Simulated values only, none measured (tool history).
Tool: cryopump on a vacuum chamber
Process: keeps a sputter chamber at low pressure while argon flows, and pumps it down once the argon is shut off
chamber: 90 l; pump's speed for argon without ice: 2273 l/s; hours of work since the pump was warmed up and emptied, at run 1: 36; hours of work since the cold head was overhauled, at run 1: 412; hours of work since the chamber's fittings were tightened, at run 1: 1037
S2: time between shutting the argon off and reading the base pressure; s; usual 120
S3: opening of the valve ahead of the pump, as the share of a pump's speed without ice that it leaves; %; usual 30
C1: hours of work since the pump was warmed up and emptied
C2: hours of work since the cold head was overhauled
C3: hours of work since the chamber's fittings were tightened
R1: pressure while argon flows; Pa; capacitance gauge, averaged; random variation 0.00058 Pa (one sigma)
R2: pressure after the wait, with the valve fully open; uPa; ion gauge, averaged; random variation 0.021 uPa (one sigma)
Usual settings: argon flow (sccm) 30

{"run": 1, "hour": 0.0, "argon flow (sccm)": 30, "S2": 120, "S3": 30, "C1": 36, "C2": 412, "C3": 1037, "R1": 0.0747, "R2": 0.48}
{"run": 2, "hour": 21.0, "argon flow (sccm)": 30, "S2": 120, "S3": 30, "C1": 51, "C2": 427, "C3": 1051, "R1": 0.075, "R2": 0.53}
{"run": 3, "hour": 36.8, "argon flow (sccm)": 46, "S2": 120, "S3": 30, "C1": 61, "C2": 437, "C3": 1062, "R1": 0.1166, "R2": 0.54}
{"run": 4, "hour": 53.6, "argon flow (sccm)": 14, "S2": 120, "S3": 30, "C1": 73, "C2": 449, "C3": 1073, "R1": 0.0354, "R2": 0.55}
{"run": 5, "hour": 66.2, "argon flow (sccm)": 30, "S2": 120, "S3": 30, "C1": 81, "C2": 457, "C3": 1082, "R1": 0.0757, "R2": 0.52}
{"run": 6, "hour": 83.6, "argon flow (sccm)": 30, "S2": 120, "S3": 30, "C1": 93, "C2": 469, "C3": 1093, "R1": 0.0772, "R2": 0.53}
{"run": 7, "hour": 95.5, "argon flow (sccm)": 30, "S2": 120, "S3": 30, "C1": 101, "C2": 477, "C3": 1101, "R1": 0.0772, "R2": 0.51}
{"run": 8, "hour": 114.2, "argon flow (sccm)": 30, "S2": 120, "S3": 30, "C1": 113, "C2": 489, "C3": 1114, "R1": 0.0764, "R2": 0.56}
{"run": 9, "hour": 133.8, "argon flow (sccm)": 30, "S2": 120, "S3": 30, "C1": 127, "C2": 503, "C3": 1127, "R1": 0.0771, "R2": 0.55}
{"run": 10, "hour": 153.9, "argon flow (sccm)": 30, "S2": 141, "S3": 30, "C1": 140, "C2": 516, "C3": 1141, "R1": 0.0769, "R2": 0.48}
{"run": 11, "hour": 163.8, "argon flow (sccm)": 30, "S2": 141, "S3": 30, "C1": 147, "C2": 523, "C3": 1148, "R1": 0.0787, "R2": 0.55}
{"run": 12, "hour": 182.0, "argon flow (sccm)": 36, "S2": 102, "S3": 43, "C1": 159, "C2": 535, "C3": 1160, "R1": 0.0672, "R2": 0.64}
{"run": 13, "hour": 193.8, "argon flow (sccm)": 36, "S2": 69, "S3": 43, "C1": 167, "C2": 543, "C3": 1168, "R1": 0.0672, "R2": 0.78}
{"run": 14, "hour": 206.4, "argon flow (sccm)": 22, "S2": 179, "S3": 30, "C1": 176, "C2": 552, "C3": 1176, "R1": 0.0576, "R2": 0.51}
{"run": 15, "hour": 219.8, "argon flow (sccm)": 22, "S2": 179, "S3": 30, "C1": 185, "C2": 561, "C3": 1185, "R1": 0.0596, "R2": 0.53}
{"run": 16, "hour": 243.8, "argon flow (sccm)": 14, "S2": 179, "S3": 49, "C1": 201, "C2": 577, "C3": 1201, "R1": 0.024, "R2": 0.54}
{"run": 17, "hour": 253.7, "argon flow (sccm)": 14, "S2": 238, "S3": 34, "C1": 208, "C2": 584, "C3": 1208, "R1": 0.0332, "R2": 0.45}
{"run": 18, "hour": 266.5, "argon flow (sccm)": 14, "S2": 238, "S3": 34, "C1": 216, "C2": 592, "C3": 1217, "R1": 0.0332, "R2": 0.46}
{"run": 19, "hour": 280.0, "argon flow (sccm)": 15, "S2": 56, "S3": 27, "C1": 225, "C2": 601, "C3": 1226, "R1": 0.044, "R2": 0.93}
{"run": 20, "hour": 292.1, "argon flow (sccm)": 56, "S2": 22, "S3": 47, "C1": 234, "C2": 610, "C3": 1234, "R1": 0.1017, "R2": 1.74}
{"run": 21, "hour": 313.2, "argon flow (sccm)": 51, "S2": 22, "S3": 42, "C1": 248, "C2": 624, "C3": 1248, "R1": 0.1023, "R2": 1.64}
{"run": 22, "hour": 326.4, "argon flow (sccm)": 51, "S2": 71, "S3": 42, "C1": 257, "C2": 633, "C3": 1257, "R1": 0.1021, "R2": 0.77}

Forecast each of these 4 alternatives for the next run:
{"run": "A", "hour": 347.4, "argon flow (sccm)": 30, "S2": 120, "S3": 33, "C1": 271, "C2": 647, "C3": 1271, "R1": "?", "R2": "?"}
{"run": "B", "hour": 347.4, "argon flow (sccm)": 21, "S2": 139, "S3": 39, "C1": 271, "C2": 647, "C3": 1271, "R1": "?", "R2": "?"}
{"run": "C", "hour": 347.4, "argon flow (sccm)": 12, "S2": 120, "S3": 30, "C1": 271, "C2": 647, "C3": 1271, "R1": "?", "R2": "?"}
{"run": "D", "hour": 347.4, "argon flow (sccm)": 51, "S2": 254, "S3": 29, "C1": 271, "C2": 647, "C3": 1271, "R1": "?", "R2": "?"}

run=A R1=0.0760 R2=0.65
run=B R1=0.0455 R2=0.59
run=C R1=0.0332 R2=0.60
run=D R1=0.1434 R2=0.49
Without the tool's hidden state the same runs would have given:
run=A R1=0.0682 R2=0.38
run=B R1=0.0400 R2=0.33
run=C R1=0.0301 R2=0.34
run=D R1=0.1301 R2=0.23
